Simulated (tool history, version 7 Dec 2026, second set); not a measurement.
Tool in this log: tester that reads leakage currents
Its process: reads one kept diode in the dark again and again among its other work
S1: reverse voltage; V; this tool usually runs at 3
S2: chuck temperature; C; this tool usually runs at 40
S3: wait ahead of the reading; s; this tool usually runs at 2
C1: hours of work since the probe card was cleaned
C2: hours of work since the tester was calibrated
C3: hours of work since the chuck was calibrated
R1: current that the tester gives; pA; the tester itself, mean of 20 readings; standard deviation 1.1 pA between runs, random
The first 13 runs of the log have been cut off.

run	hour	S1	S2	S3	C1	C2	C3	R1
14	271.5	3	40	1.66	1589	744	1196	355.2
15	301.2	17.36	40	2	1611	766	1219	971.2
16	316.9	17.36	40	2	1622	778	1230	979.99
# hour 320.7: tester calibrated
17	339.4	17.36	40	2	1638	14	1246	976.07
18	356.2	10.64	32	2	1650	26	1258	418.53
19	385.9	8.48	32	3.92	1672	49	1280	364.57
20	412.5	3	40	3.5	1692	68	1300	354.49
21	430	2.99	40	0.46	1705	81	1313	351.63
# hour 453.5: tester calibrated, once more
22	461.3	11.92	32	0.42	1727	6	1335	450.41
23	475.2	3	40	1.46	1737	16	1345	353.44
24	494.2	2.3	40	0.36	1752	30	1359	304.21
25	516.5	2.3	40	2.24	1768	47	1376	304.02
26	539.8	2.3	40	2.24	1786	64	1393	302.42
27	553.4	2.3	40	2.24	1796	74	1404	302.82
28	568	9.32	40	2.65	1807	85	1414	678.07
29	581.7	13.53	41	2.9	1817	96	1425	909.5
30	597.4	2.2	26	0.42	1829	107	1436	106.84
31	610.8	2.07	21	0.36	1839	117	1446	70.83

Alternative continuations, all from the tool just after run 31; predict every row:
# hour 621.1: probe card cleaned and baked
A	634	2.32	52	0.36	10	132	1461	?
# hour 621.1: probe card cleaned and baked
B	634	1.3	27	0.88	10	132	1461	?
# hour 621.1: probe card cleaned and baked
C	634	1.94	23	0.67	10	132	1461	?

run	R1
A	688.63
B	81.18
C	74.45
Stripped of hidden state, with their random variation kept, the same runs would have yielded:
run	R1
A	735.43
B	87.67
C	80.54
